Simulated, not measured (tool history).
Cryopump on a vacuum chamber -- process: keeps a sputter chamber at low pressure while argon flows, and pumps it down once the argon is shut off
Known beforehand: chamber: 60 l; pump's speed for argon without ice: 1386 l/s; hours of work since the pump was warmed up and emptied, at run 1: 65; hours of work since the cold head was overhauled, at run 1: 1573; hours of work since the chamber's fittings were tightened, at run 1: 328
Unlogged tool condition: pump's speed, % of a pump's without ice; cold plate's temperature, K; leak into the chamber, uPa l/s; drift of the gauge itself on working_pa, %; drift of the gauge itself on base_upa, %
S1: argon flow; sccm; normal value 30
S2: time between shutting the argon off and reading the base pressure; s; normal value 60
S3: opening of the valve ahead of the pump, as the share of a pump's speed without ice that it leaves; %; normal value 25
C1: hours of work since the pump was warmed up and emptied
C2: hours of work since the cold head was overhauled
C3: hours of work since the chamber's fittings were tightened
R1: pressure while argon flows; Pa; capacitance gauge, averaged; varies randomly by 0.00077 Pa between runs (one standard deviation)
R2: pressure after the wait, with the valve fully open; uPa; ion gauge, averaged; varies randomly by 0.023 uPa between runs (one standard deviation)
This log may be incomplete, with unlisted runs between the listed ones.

run,hour,S1,S2,S3,C1,C2,C3,R1,R2
1,0,30,60,25,65,1573,328,0.1506,0.84
2,45.1,30,60,25,97,1605,360,0.1493,0.85
3,109.3,30,60,25,142,1650,406,0.1497,0.9
4,153.6,30,60,47,174,1682,437,0.082,0.93
5,240.9,30,60,47,236,1744,499,0.0849,0.92
6,282.6,30,60,39,265,1773,529,0.1017,1.01
7,339,30,60,25,306,1813,569,0.1552,1.01
8,423.2,30,60,25,365,1873,629,0.1559,1.08
9,502.1,30,60,25,421,1929,685,0.1589,1.08
# hour 563.4: pump warmed up, emptied and cooled again
10,571.6,30,60,52,6,1975,731,0.0717,1.03
11,619.2,30,60,52,40,2009,764,0.0724,1.02
12,678,30,60,60,81,2051,806,0.0642,1.06
13,756.7,30,60,60,137,2107,862,0.0649,1.03
14,821.6,32,41,59,183,2153,908,0.073,1.34
15,898.1,13,41,59,238,2207,963,0.0295,1.35
16,950.8,13,41,59,275,2244,1000,0.0291,1.45
17,1016.6,30,69,23,322,2291,1047,0.1682,1.18
18,1093.3,30,69,23,376,2346,1101,0.1698,1.23
19,1135.4,30,69,23,406,2376,1131,0.171,1.28
20,1202,30,69,23,454,2423,1178,0.1717,1.3
# hour 1218.7: pump warmed up, emptied and cooled again
21,1271.6,43,29,49,38,2469,1224,0.1106,1.65
# hour 1304.3: leaking fittings of the chamber tightened, without venting
22,1350.5,13,60,30,92,2523,33,0.0549,0.76
23,1408.4,13,60,30,133,2564,74,0.0552,0.78
24,1463.7,26,77,31,173,2604,113,0.1065,0.72
25,1535.9,26,77,44,224,2655,165,0.0785,0.73

Forecast each of these 3 alternatives for the next run:
A,1601.1,27,69,18,270,2701,211,?,?
B,1601.1,14,148,44,270,2701,211,?,?
C,1601.1,26,28,54,270,2701,211,?,?

run,R1,R2
A,0.1901,0.79
B,0.0418,0.56
C,0.0663,1.43
Without the tool's hidden state the same runs would have given:
run,R1,R2
A,0.1829,0.63
B,0.0381,0.4
C,0.0594,1.27

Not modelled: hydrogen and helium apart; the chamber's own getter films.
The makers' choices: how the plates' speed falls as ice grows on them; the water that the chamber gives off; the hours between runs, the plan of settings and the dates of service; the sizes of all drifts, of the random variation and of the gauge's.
